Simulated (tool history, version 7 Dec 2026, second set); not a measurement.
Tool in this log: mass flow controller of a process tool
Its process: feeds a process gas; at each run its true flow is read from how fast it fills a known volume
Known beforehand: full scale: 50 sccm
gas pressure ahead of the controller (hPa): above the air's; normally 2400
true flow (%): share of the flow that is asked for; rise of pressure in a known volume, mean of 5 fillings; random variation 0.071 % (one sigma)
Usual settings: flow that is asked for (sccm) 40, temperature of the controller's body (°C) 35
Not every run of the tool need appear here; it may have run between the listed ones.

run	day	flow that is asked for (sccm)	gas pressure ahead of the controller (hPa)	temperature of the controller's body (°C)	true flow (%)
1	0.000	40	2400	35	100.16
2	7.483	40	1710	35	100.21
3	18.442	45	2400	35	100.57
4	30.408	45	2400	35	100.35
5	39.946	33	2400	35	99.93
6	46.529	33	2400	35	99.97
7	53.554	33	2400	35	99.88
8	65.954	33	2400	35	99.94
9	77.204	40	2400	21	99.38
10	83.183	40	2400	21	99.52
11	91.929	40	2400	21	99.36
12	105.062	40	2400	21	99.28
13	111.225	7	2400	35	98.81
14	118.362	7	2400	35	98.86
15	128.671	21	2400	35	99.49
16	140.921	26	2400	35	99.66
17	148.142	26	2400	35	99.73
18	153.629	26	2400	35	99.64
19	159.412	40	2400	22	99.40
20	171.396	40	1550	35	100.04
21	182.562	40	2400	32	100.13
22	195.879	40	1470	35	100.17
23	205.912	40	1470	35	100.08
24	219.325	22	1470	35	99.22
25	225.450	6	2100	35	98.77
26	231.233	6	2100	35	98.57
27	240.992	40	1490	22	99.32
28	253.362	40	1490	22	99.32
29	261.017	21	2400	38	99.53
30	267.329	29	2680	34	99.66
31	276.529	15	2400	35	99.25
32	282.221	15	2400	35	99.16
# day 283.079: controller's zero set anew
33	292.350	15	2400	35	99.10
34	301.979	15	2400	35	99.15
35	314.388	15	2400	35	99.21
36	321.867	15	2400	35	99.15
37	333.983	22	2470	39	99.58
38	340.242	22	2470	39	99.84
39	351.729	40	2460	33	100.09
# day 359.842: controller exchanged for a calibrated one
40	362.188	16	1880	33	98.79
41	369.133	48	1900	35	100.54
42	378.492	10	2400	23	98.17
43	388.750	5	1930	23	97.87

Alternative continuations, all from the tool just after run 43; predict every row:
A	401.950	9	2400	24	?
B	401.950	11	2400	34	?
C	401.950	15	1470	27	?
D	401.950	5	2510	23	?

run	true flow (%)
A	98.28
B	98.99
C	98.56
D	98.10
Without the tool's hidden state the same runs would have given:
run	true flow (%)
A	98.27
B	98.99
C	98.55
D	98.09
